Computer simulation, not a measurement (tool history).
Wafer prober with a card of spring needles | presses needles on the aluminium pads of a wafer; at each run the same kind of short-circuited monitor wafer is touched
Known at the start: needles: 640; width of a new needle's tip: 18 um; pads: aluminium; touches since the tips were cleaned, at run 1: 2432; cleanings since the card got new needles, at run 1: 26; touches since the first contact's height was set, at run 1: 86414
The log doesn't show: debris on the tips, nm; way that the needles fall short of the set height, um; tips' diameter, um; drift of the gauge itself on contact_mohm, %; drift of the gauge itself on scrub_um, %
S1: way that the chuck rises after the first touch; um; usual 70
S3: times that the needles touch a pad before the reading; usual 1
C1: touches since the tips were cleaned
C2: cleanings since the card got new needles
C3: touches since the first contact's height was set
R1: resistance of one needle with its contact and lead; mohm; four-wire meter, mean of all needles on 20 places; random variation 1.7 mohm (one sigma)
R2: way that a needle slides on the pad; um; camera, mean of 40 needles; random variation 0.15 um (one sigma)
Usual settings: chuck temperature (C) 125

run 1 hour=0 | S1=70 chuck_temperature_(C)=125 S3=1 | C1=2432 C2=26 C3=86414 | R1=175 R2=15.63
-- hour=1.9 tips cleaned on abrasive film
-- hour=10.8 tips cleaned on abrasive film
run 2 hour=12.3 | S1=70 chuck_temperature_(C)=125 S3=1 | C1=535 C2=28 C3=90723 | R1=172 R2=15.85
run 3 hour=18.5 | S1=70 chuck_temperature_(C)=125 S3=1 | C1=2721 C2=28 C3=92909 | R1=173 R2=15.56
-- hour=20.3 tips cleaned on abrasive film
-- hour=29.1 tips cleaned on abrasive film
run 4 hour=29.8 | S1=70 chuck_temperature_(C)=125 S3=1 | C1=252 C2=30 C3=96843 | R1=173 R2=15.58
run 5 hour=37.1 | S1=70 chuck_temperature_(C)=125 S3=1 | C1=2847 C2=30 C3=99438 | R1=177 R2=15.63
-- hour=38.1 tips cleaned on abrasive film
-- hour=47.4 tips cleaned on abrasive film
run 6 hour=50.5 | S1=74 chuck_temperature_(C)=125 S3=1 | C1=1096 C2=32 C3=104134 | R1=175 R2=16.27
-- hour=56.3 tips cleaned on abrasive film
run 7 hour=58.7 | S1=53 chuck_temperature_(C)=125 S3=1 | C1=856 C2=33 C3=107009 | R1=187 R2=11.83
-- hour=65.3 tips cleaned on abrasive film
run 8 hour=68.5 | S1=53 chuck_temperature_(C)=125 S3=1 | C1=1145 C2=34 C3=110451 | R1=188 R2=11.81
-- hour=74.4 tips cleaned on abrasive film
run 9 hour=76.7 | S1=53 chuck_temperature_(C)=125 S3=1 | C1=800 C2=35 C3=113300 | R1=186 R2=11.89
-- hour=83.4 tips cleaned on abrasive film
run 10 hour=85.4 | S1=82 chuck_temperature_(C)=125 S3=1 | C1=708 C2=36 C3=116367 | R1=167 R2=18.3
-- hour=93 tips cleaned on abrasive film
run 11 hour=97.4 | S1=82 chuck_temperature_(C)=125 S3=1 | C1=1553 C2=37 C3=120570 | R1=169 R2=18.34
-- hour=101.8 tips cleaned on abrasive film
run 12 hour=108.2 | S1=82 chuck_temperature_(C)=125 S3=1 | C1=2272 C2=38 C3=124399 | R1=169 R2=18.31
-- hour=111.2 tips cleaned on abrasive film
run 13 hour=118.9 | S1=70 chuck_temperature_(C)=125 S3=1 | C1=2725 C2=39 C3=128128 | R1=175 R2=15.65
-- hour=119.9 tips cleaned on abrasive film
run 14 hour=125.1 | S1=70 chuck_temperature_(C)=42 S3=1 | C1=1823 C2=40 C3=130294 | R1=159 R2=15.64
-- hour=128.9 tips cleaned on abrasive film
run 15 hour=134.3 | S1=70 chuck_temperature_(C)=28 S3=1 | C1=1935 C2=41 C3=133548 | R1=155 R2=15.52
-- hour=137.8 tips cleaned on abrasive film
-- hour=147 tips cleaned on abrasive film
run 16 hour=147.4 | S1=70 chuck_temperature_(C)=125 S3=1 | C1=167 C2=43 C3=138133 | R1=175 R2=15.65
-- hour=156.7 tips cleaned on abrasive film
run 17 hour=159.1 | S1=70 chuck_temperature_(C)=125 S3=1 | C1=853 C2=44 C3=142232 | R1=176 R2=15.7
-- hour=165.8 tips cleaned on abrasive film
run 18 hour=172 | S1=79 chuck_temperature_(C)=107 S3=3 | C1=2201 C2=45 C3=146778 | R1=170 R2=17.41
-- hour=174.8 tips cleaned on abrasive film
run 19 hour=180.4 | S1=79 chuck_temperature_(C)=107 S3=3 | C1=2003 C2=46 C3=149721 | R1=165 R2=17.58
-- hour=184.3 tips cleaned on abrasive film
run 20 hour=192.3 | S1=65 chuck_temperature_(C)=56 S3=1 | C1=2815 C2=47 C3=153893 | R1=164 R2=14.67
-- hour=193.4 tips cleaned on abrasive film
run 21 hour=200.6 | S1=65 chuck_temperature_(C)=56 S3=1 | C1=2545 C2=48 C3=156800 | R1=165 R2=14.43
-- hour=202.9 tips cleaned on abrasive film
-- hour=212.3 tips cleaned on abrasive film
run 22 hour=213.7 | S1=83 chuck_temperature_(C)=125 S3=1 | C1=482 C2=50 C3=161384 | R1=171 R2=18.69
-- hour=221.2 tips cleaned on abrasive film
run 23 hour=226.7 | S1=83 chuck_temperature_(C)=125 S3=1 | C1=1944 C2=51 C3=165978 | R1=167 R2=18.4
-- hour=230.9 tips cleaned on abrasive film
run 24 hour=237.3 | S1=57 chuck_temperature_(C)=52 S3=3 | C1=2263 C2=52 C3=169702 | R1=169 R2=12.72
-- hour=239.6 tips cleaned on abrasive film
run 25 hour=248 | S1=56 chuck_temperature_(C)=52 S3=2 | C1=2999 C2=53 C3=173473 | R1=170 R2=12.6
-- hour=249.4 tips cleaned on abrasive film
run 26 hour=255.8 | S1=75 chuck_temperature_(C)=103 S3=3 | C1=2303 C2=54 C3=176208 | R1=171 R2=16.67
-- hour=258.2 tips cleaned on abrasive film
run 27 hour=264.2 | S1=75 chuck_temperature_(C)=55 S3=3 | C1=2125 C2=55 C3=179150 | R1=159 R2=16.55
-- hour=267.6 tips cleaned on abrasive film
run 28 hour=275.1 | S1=60 chuck_temperature_(C)=68 S3=3 | C1=2684 C2=56 C3=182978 | R1=171 R2=13.4
-- hour=277.1 tips cleaned on abrasive film
run 29 hour=283.2 | S1=53 chuck_temperature_(C)=68 S3=3 | C1=2147 C2=57 C3=185809 | R1=172 R2=11.55
-- hour=286.3 tips cleaned on abrasive film
-- hour=295.9 tips cleaned on abrasive film
run 30 hour=296.2 | S1=65 chuck_temperature_(C)=82 S3=2 | C1=100 C2=59 C3=190359 | R1=169 R2=14.53
run 31 hour=303.4 | S1=62 chuck_temperature_(C)=29 S3=1 | C1=2634 C2=59 C3=192893 | R1=159 R2=13.53
-- hour=304.6 tips cleaned on abrasive film
-- hour=314 tips cleaned on abrasive film
run 32 hour=314.1 | S1=90 chuck_temperature_(C)=27 S3=1 | C1=44 C2=61 C3=196632 | R1=150 R2=20.21

Forecast each of these 4 alternatives for the next run:
run A hour=321.8 | S1=70 chuck_temperature_(C)=125 S3=3 | C1=2760 C2=61 C3=199348 | R1=? R2=?
run B hour=321.8 | S1=82 chuck_temperature_(C)=119 S3=1 | C1=2760 C2=61 C3=199348 | R1=? R2=?
run C hour=321.8 | S1=54 chuck_temperature_(C)=125 S3=2 | C1=2760 C2=61 C3=199348 | R1=? R2=?
run D hour=321.8 | S1=70 chuck_temperature_(C)=125 S3=3 | C1=2760 C2=61 C3=199348 | R1=? R2=?

run=A R1=175 R2=15.46
run=B R1=172 R2=17.83
run=C R1=185 R2=11.84
run=D R1=174 R2=15.5
Without the tool's hidden state the same runs would have given:
run=A R1=175 R2=15.46
run=B R1=172 R2=17.83
run=C R1=185 R2=11.85
run=D R1=174 R2=15.5

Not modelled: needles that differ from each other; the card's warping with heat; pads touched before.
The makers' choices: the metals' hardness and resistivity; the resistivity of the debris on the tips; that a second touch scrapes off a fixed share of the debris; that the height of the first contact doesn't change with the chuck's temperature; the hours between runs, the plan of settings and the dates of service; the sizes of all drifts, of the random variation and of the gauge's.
